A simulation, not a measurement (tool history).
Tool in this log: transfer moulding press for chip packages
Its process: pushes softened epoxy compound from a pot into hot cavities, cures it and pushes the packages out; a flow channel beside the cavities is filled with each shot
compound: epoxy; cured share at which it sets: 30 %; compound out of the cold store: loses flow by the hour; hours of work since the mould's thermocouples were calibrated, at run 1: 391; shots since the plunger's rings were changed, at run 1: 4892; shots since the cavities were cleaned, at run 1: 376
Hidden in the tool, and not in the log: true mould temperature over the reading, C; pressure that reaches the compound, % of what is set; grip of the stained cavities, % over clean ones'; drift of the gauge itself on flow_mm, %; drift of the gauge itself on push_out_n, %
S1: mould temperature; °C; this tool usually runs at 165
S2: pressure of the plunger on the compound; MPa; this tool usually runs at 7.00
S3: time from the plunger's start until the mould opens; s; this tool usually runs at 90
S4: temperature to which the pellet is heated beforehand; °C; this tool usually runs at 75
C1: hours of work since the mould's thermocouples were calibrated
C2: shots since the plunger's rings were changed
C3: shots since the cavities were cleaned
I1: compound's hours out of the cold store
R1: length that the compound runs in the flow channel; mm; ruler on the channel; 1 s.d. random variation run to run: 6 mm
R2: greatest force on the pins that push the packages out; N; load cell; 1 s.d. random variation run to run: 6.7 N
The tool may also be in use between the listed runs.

{"run": 1, "hour": 0.0, "S1": 165, "S2": 7.0, "S3": 90, "S4": 75, "C1": 391, "C2": 4892, "C3": 376, "I1": 9.1, "R1": 740, "R2": 267}
{"hour": 25.3, "done": "cavities cleaned with cleaning compound and waxed"}
{"hour": 36.2, "done": "mould's thermocouples calibrated"}
{"run": 2, "hour": 55.8, "S1": 165, "S2": 7.0, "S3": 90, "S4": 75, "C1": 15, "C2": 5619, "C3": 396, "I1": 33.3, "R1": 673, "R2": 272}
{"hour": 79.8, "done": "cavities cleaned with cleaning compound and waxed"}
{"hour": 104.8, "done": "plunger's sealing rings changed"}
{"run": 3, "hour": 109.0, "S1": 165, "S2": 7.0, "S3": 90, "S4": 75, "C1": 54, "C2": 58, "C3": 371, "I1": 31.7, "R1": 675, "R2": 263}
{"hour": 135.0, "done": "cavities cleaned with cleaning compound and waxed"}
{"run": 4, "hour": 140.1, "S1": 165, "S2": 7.0, "S3": 90, "S4": 75, "C1": 77, "C2": 468, "C3": 69, "I1": 24.6, "R1": 693, "R2": 280}
{"hour": 190.3, "done": "cavities cleaned with cleaning compound and waxed"}
{"run": 5, "hour": 209.2, "S1": 165, "S2": 7.0, "S3": 90, "S4": 75, "C1": 131, "C2": 1408, "C3": 263, "I1": 11.9, "R1": 730, "R2": 261}
{"hour": 242.4, "done": "cavities cleaned with cleaning compound and waxed"}
{"run": 6, "hour": 251.9, "S1": 165, "S2": 7.0, "S3": 90, "S4": 75, "C1": 163, "C2": 1980, "C3": 132, "I1": 39.1, "R1": 648, "R2": 266}
{"hour": 293.8, "done": "cavities cleaned with cleaning compound and waxed"}
{"run": 7, "hour": 302.9, "S1": 165, "S2": 7.0, "S3": 90, "S4": 75, "C1": 202, "C2": 2666, "C3": 126, "I1": 19.9, "R1": 718, "R2": 273}
{"hour": 343.9, "done": "cavities cleaned with cleaning compound and waxed"}
{"run": 8, "hour": 345.7, "S1": 165, "S2": 7.0, "S3": 90, "S4": 75, "C1": 234, "C2": 3240, "C3": 25, "I1": 25.3, "R1": 698, "R2": 265}
{"run": 9, "hour": 389.5, "S1": 165, "S2": 7.0, "S3": 90, "S4": 78, "C1": 269, "C2": 3849, "C3": 634, "I1": 41.5, "R1": 645, "R2": 274}
{"hour": 396.3, "done": "cavities cleaned with cleaning compound and waxed"}
{"run": 10, "hour": 419.5, "S1": 165, "S2": 7.0, "S3": 90, "S4": 78, "C1": 291, "C2": 4243, "C3": 321, "I1": 19.7, "R1": 716, "R2": 267}
{"hour": 448.1, "done": "cavities cleaned with cleaning compound and waxed"}
{"run": 11, "hour": 451.9, "S1": 165, "S2": 7.0, "S3": 90, "S4": 75, "C1": 315, "C2": 4672, "C3": 53, "I1": 20.6, "R1": 712, "R2": 273}
{"hour": 498.5, "done": "cavities cleaned with cleaning compound and waxed"}
{"run": 12, "hour": 504.1, "S1": 165, "S2": 7.0, "S3": 90, "S4": 75, "C1": 355, "C2": 5376, "C3": 77, "I1": 43.1, "R1": 632, "R2": 260}
{"hour": 549.9, "done": "cavities cleaned with cleaning compound and waxed"}
{"hour": 570.1, "done": "plunger's sealing rings changed"}
{"run": 13, "hour": 574.0, "S1": 165, "S2": 7.0, "S3": 90, "S4": 70, "C1": 407, "C2": 55, "C3": 300, "I1": 15.7, "R1": 725, "R2": 277}
{"hour": 587.8, "done": "mould's thermocouples calibrated"}
{"hour": 604.7, "done": "cavities cleaned with cleaning compound and waxed"}
{"run": 14, "hour": 607.7, "S1": 166, "S2": 7.0, "S3": 90, "S4": 75, "C1": 14, "C2": 474, "C3": 43, "I1": 26.1, "R1": 692, "R2": 263}
{"run": 15, "hour": 649.7, "S1": 166, "S2": 5.54, "S3": 98, "S4": 75, "C1": 47, "C2": 1056, "C3": 625, "I1": 45.4, "R1": 562, "R2": 265}
{"hour": 655.7, "done": "cavities cleaned with cleaning compound and waxed"}
{"hour": 705.5, "done": "cavities cleaned with cleaning compound and waxed"}
{"run": 16, "hour": 718.0, "S1": 169, "S2": 5.54, "S3": 98, "S4": 65, "C1": 99, "C2": 1962, "C3": 173, "I1": 19.3, "R1": 630, "R2": 245}
{"hour": 756.4, "done": "cavities cleaned with cleaning compound and waxed"}
{"run": 17, "hour": 761.7, "S1": 160, "S2": 7.0, "S3": 90, "S4": 75, "C1": 132, "C2": 2549, "C3": 74, "I1": 25.6, "R1": 708, "R2": 324}
{"run": 18, "hour": 802.6, "S1": 168, "S2": 5.66, "S3": 72, "S4": 78, "C1": 164, "C2": 3117, "C3": 642, "I1": 39.6, "R1": 587, "R2": 292}
{"hour": 809.0, "done": "cavities cleaned with cleaning compound and waxed"}
{"run": 19, "hour": 832.4, "S1": 168, "S2": 5.33, "S3": 92, "S4": 69, "C1": 186, "C2": 3509, "C3": 325, "I1": 26.5, "R1": 598, "R2": 261}
{"hour": 862.7, "done": "cavities cleaned with cleaning compound and waxed"}
{"run": 20, "hour": 875.5, "S1": 168, "S2": 5.33, "S3": 92, "S4": 69, "C1": 219, "C2": 4086, "C3": 176, "I1": 24.6, "R1": 598, "R2": 249}
{"run": 21, "hour": 904.9, "S1": 168, "S2": 5.33, "S3": 92, "S4": 69, "C1": 242, "C2": 4495, "C3": 585, "I1": 43.2, "R1": 563, "R2": 259}
{"hour": 915.5, "done": "cavities cleaned with cleaning compound and waxed"}
{"run": 22, "hour": 948.3, "S1": 159, "S2": 5.33, "S3": 92, "S4": 78, "C1": 275, "C2": 5077, "C3": 456, "I1": 39.0, "R1": 574, "R2": 336}
{"hour": 966.7, "done": "cavities cleaned with cleaning compound and waxed"}
{"run": 23, "hour": 998.7, "S1": 159, "S2": 5.33, "S3": 92, "S4": 78, "C1": 314, "C2": 5756, "C3": 445, "I1": 37.6, "R1": 582, "R2": 340}
{"hour": 1021.0, "done": "cavities cleaned with cleaning compound and waxed"}
{"hour": 1037.3, "done": "plunger's sealing rings changed"}
{"run": 24, "hour": 1068.9, "S1": 165, "S2": 5.33, "S3": 92, "S4": 80, "C1": 366, "C2": 439, "C3": 631, "I1": 31.7, "R1": 586, "R2": 274}
{"hour": 1074.8, "done": "cavities cleaned with cleaning compound and waxed"}
{"run": 25, "hour": 1119.0, "S1": 165, "S2": 8.57, "S3": 92, "S4": 80, "C1": 404, "C2": 1113, "C3": 614, "I1": 36.3, "R1": 731, "R2": 262}
{"hour": 1129.9, "done": "cavities cleaned with cleaning compound and waxed"}
{"hour": 1142.1, "done": "mould's thermocouples calibrated"}
{"run": 26, "hour": 1166.7, "S1": 165, "S2": 8.57, "S3": 92, "S4": 80, "C1": 19, "C2": 1726, "C3": 482, "I1": 33.0, "R1": 751, "R2": 262}

Forecast each of these 3 alternatives for the next run:
{"hour": 1184.1, "done": "cavities cleaned with cleaning compound and waxed"}
{"run": "A", "hour": 1216.0, "S1": 169, "S2": 6.82, "S3": 90, "S4": 78, "C1": 57, "C2": 2391, "C3": 443, "I1": 16.2, "R1": "?", "R2": "?"}
{"hour": 1184.1, "done": "cavities cleaned with cleaning compound and waxed"}
{"run": "B", "hour": 1216.0, "S1": 165, "S2": 8.57, "S3": 106, "S4": 67, "C1": 57, "C2": 2391, "C3": 443, "I1": 46.3, "R1": "?", "R2": "?"}
{"hour": 1184.1, "done": "cavities cleaned with cleaning compound and waxed"}
{"run": "C", "hour": 1216.0, "S1": 165, "S2": 7.31, "S3": 90, "S4": 75, "C1": 57, "C2": 2391, "C3": 443, "I1": 47.1, "R1": "?", "R2": "?"}

run=A R1=690 R2=261
run=B R1=708 R2=243
run=C R1=650 R2=272
The same runs, with their run-to-run variation unchanged, on a tool lacking any hidden condition would have given:
run=A R1=691 R2=260
run=B R1=708 R2=241
run=C R1=651 R2=270
